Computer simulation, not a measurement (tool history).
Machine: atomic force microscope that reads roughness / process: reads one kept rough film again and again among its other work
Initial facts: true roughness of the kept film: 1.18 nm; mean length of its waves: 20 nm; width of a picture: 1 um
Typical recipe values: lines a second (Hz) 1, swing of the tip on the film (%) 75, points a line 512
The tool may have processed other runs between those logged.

| run | day | lines a second (Hz) | swing of the tip on the film (%) | points a line | roughness of the kept film (nm (root mean square)) |
|---|---|---|---|---|---|
| 1 | 0 | 1 | 75 | 512 | 0.824 |
| 2 | 0.604 | 1 | 75 | 512 | 0.817 |
|  | 1.45 | new tip fitted |
| 3 | 1.45 | 1 | 75 | 512 | 0.98 |
| 4 | 1.896 | 1 | 78 | 512 | 0.977 |
| 5 | 2.6 | 1 | 78 | 512 | 0.943 |
| 6 | 3.271 | 1 | 61 | 512 | 0.961 |
| 7 | 3.829 | 1 | 87 | 512 | 0.891 |
| 8 | 4.608 | 1 | 87 | 512 | 0.867 |
| 9 | 5.321 | 1 | 75 | 457 | 0.889 |
| 10 | 5.729 | 3.18 | 56 | 336 | 0.859 |
| 11 | 6.229 | 0.78 | 76 | 844 | 0.871 |
|  | 6.312 | height scale calibrated on a step standard |
| 12 | 6.892 | 0.78 | 76 | 844 | 0.853 |
| 13 | 7.667 | 1.52 | 84 | 512 | 0.774 |
| 14 | 8.258 | 1.52 | 84 | 512 | 0.757 |

Predict the results of run 15:
| 15 | 8.904 | 1.52 | 84 | 512 | ? |

Run 15 produced roughness of the kept film (nm (root mean square)) 0.75.
Had the tool carried no hidden state, the very same run would have given roughness of the kept film (nm (root mean square)) 0.936.

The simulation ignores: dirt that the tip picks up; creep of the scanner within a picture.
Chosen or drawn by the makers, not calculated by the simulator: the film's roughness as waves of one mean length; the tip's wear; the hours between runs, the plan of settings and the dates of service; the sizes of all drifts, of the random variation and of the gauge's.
